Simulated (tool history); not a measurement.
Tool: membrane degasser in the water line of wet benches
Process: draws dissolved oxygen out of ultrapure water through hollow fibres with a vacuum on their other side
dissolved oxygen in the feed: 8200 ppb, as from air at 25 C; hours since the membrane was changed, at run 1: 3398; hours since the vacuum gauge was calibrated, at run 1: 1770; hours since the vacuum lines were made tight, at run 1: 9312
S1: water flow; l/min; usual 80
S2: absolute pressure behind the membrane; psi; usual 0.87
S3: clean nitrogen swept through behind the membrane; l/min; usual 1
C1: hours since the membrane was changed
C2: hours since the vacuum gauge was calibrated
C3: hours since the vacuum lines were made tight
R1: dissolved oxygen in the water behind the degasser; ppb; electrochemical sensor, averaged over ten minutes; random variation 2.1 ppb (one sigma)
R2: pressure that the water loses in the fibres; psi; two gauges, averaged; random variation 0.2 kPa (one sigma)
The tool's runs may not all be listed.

{"run": 1, "hour": 0.0, "S1": 80, "S2": 0.87, "S3": 1, "C1": 3398, "C2": 1770, "C3": 9312, "R1": 380.2, "R2": 6.702}
{"run": 2, "hour": 88.0, "S1": 80, "S2": 0.87, "S3": 1, "C1": 3486, "C2": 1858, "C3": 9400, "R1": 382.3, "R2": 6.667}
{"run": 3, "hour": 163.5, "S1": 80, "S2": 0.87, "S3": 1, "C1": 3562, "C2": 1934, "C3": 9475, "R1": 377.5, "R2": 6.644}
{"run": 4, "hour": 233.0, "S1": 80, "S2": 0.87, "S3": 0.48, "C1": 3631, "C2": 2003, "C3": 9545, "R1": 568.3, "R2": 6.691}
{"run": 5, "hour": 298.2, "S1": 80, "S2": 0.87, "S3": 0.48, "C1": 3697, "C2": 2069, "C3": 9610, "R1": 575.4, "R2": 6.67}
{"run": 6, "hour": 412.4, "S1": 80, "S2": 0.87, "S3": 0.48, "C1": 3811, "C2": 2183, "C3": 9724, "R1": 573.9, "R2": 6.647}
{"run": 7, "hour": 505.8, "S1": 80, "S2": 0.87, "S3": 0.48, "C1": 3904, "C2": 2276, "C3": 9818, "R1": 575, "R2": 6.701}
{"run": 8, "hour": 584.7, "S1": 80, "S2": 0.87, "S3": 1, "C1": 3983, "C2": 2355, "C3": 9897, "R1": 382.8, "R2": 6.656}
{"run": 9, "hour": 701.4, "S1": 80, "S2": 0.87, "S3": 0.42, "C1": 4100, "C2": 2472, "C3": 10013, "R1": 607.1, "R2": 6.679}
{"run": 10, "hour": 836.3, "S1": 80, "S2": 0.87, "S3": 1, "C1": 4235, "C2": 2607, "C3": 10148, "R1": 382.9, "R2": 6.693}
{"run": 11, "hour": 895.4, "S1": 80, "S2": 0.87, "S3": 1, "C1": 4294, "C2": 2666, "C3": 10207, "R1": 386.7, "R2": 6.73}
{"run": 12, "hour": 977.2, "S1": 80, "S2": 0.87, "S3": 0.55, "C1": 4376, "C2": 2748, "C3": 10289, "R1": 540.1, "R2": 6.73}
{"run": 13, "hour": 1088.6, "S1": 80, "S2": 0.87, "S3": 2.47, "C1": 4487, "C2": 2859, "C3": 10401, "R1": 203.4, "R2": 6.672}
{"run": 14, "hour": 1179.8, "S1": 59, "S2": 0.714, "S3": 2.54, "C1": 4578, "C2": 2950, "C3": 10492, "R1": 94.8, "R2": 4.954}
{"hour": 1193.4, "done": "vacuum gauge calibrated"}
{"run": 15, "hour": 1309.5, "S1": 72, "S2": 1.213, "S3": 1.52, "C1": 4707, "C2": 116, "C3": 10621, "R1": 468, "R2": 6.063}
{"run": 16, "hour": 1416.9, "S1": 120, "S2": 0.718, "S3": 0.95, "C1": 4815, "C2": 224, "C3": 10728, "R1": 378.3, "R2": 10.04}
{"run": 17, "hour": 1519.7, "S1": 120, "S2": 0.718, "S3": 0.95, "C1": 4918, "C2": 326, "C3": 10831, "R1": 385.7, "R2": 10.111}
{"run": 18, "hour": 1655.6, "S1": 80, "S2": 0.872, "S3": 0.89, "C1": 5053, "C2": 462, "C3": 10967, "R1": 422.3, "R2": 6.738}
{"hour": 1665.5, "done": "vacuum gauge calibrated, once more"}
{"hour": 1718.1, "done": "seals of the vacuum lines changed"}
{"run": 19, "hour": 1789.2, "S1": 80, "S2": 0.872, "S3": 0.89, "C1": 5185, "C2": 122, "C3": 71, "R1": 399, "R2": 6.731}
{"run": 20, "hour": 1865.3, "S1": 80, "S2": 1.836, "S3": 0.42, "C1": 5261, "C2": 198, "C3": 147, "R1": 1833.7, "R2": 6.705}
{"run": 21, "hour": 1952.6, "S1": 80, "S2": 1.836, "S3": 0.42, "C1": 5348, "C2": 285, "C3": 235, "R1": 1824.1, "R2": 6.663}
{"run": 22, "hour": 2024.8, "S1": 80, "S2": 0.925, "S3": 1, "C1": 5420, "C2": 357, "C3": 307, "R1": 420.9, "R2": 6.691}
{"run": 23, "hour": 2158.0, "S1": 102, "S2": 0.925, "S3": 0.61, "C1": 5553, "C2": 491, "C3": 440, "R1": 653.9, "R2": 8.566}
{"run": 24, "hour": 2286.6, "S1": 104, "S2": 0.732, "S3": 0.61, "C1": 5682, "C2": 619, "C3": 569, "R1": 406.9, "R2": 8.76}
{"run": 25, "hour": 2402.7, "S1": 104, "S2": 0.895, "S3": 0.82, "C1": 5798, "C2": 735, "C3": 685, "R1": 534.2, "R2": 8.775}

Forecast each of these 5 alternatives for the next run:
{"run": "A", "hour": 2507.5, "S1": 104, "S2": 0.587, "S3": 0.6, "C1": 5903, "C2": 840, "C3": 789, "R1": "?", "R2": "?"}
{"run": "B", "hour": 2507.5, "S1": 85, "S2": 0.577, "S3": 1.34, "C1": 5903, "C2": 840, "C3": 789, "R1": "?", "R2": "?"}
{"run": "C", "hour": 2507.5, "S1": 80, "S2": 1.053, "S3": 1, "C1": 5903, "C2": 840, "C3": 789, "R1": "?", "R2": "?"}
{"run": "D", "hour": 2507.5, "S1": 80, "S2": 0.87, "S3": 1.03, "C1": 5903, "C2": 840, "C3": 789, "R1": "?", "R2": "?"}
{"run": "E", "hour": 2507.5, "S1": 104, "S2": 0.66, "S3": 0.96, "C1": 5903, "C2": 840, "C3": 789, "R1": "?", "R2": "?"}

run=A R1=206.3 R2=8.731
run=B R1=103.4 R2=7.169
run=C R1=526.1 R2=6.728
run=D R1=369.3 R2=6.74
run=E R1=245.8 R2=8.691
Without the tool's hidden state the same runs would have given:
run=A R1=203.6 R2=8.559
run=B R1=101.9 R2=7.027
run=C R1=525.5 R2=6.595
run=D R1=368.5 R2=6.606
run=E R1=242.9 R2=8.518
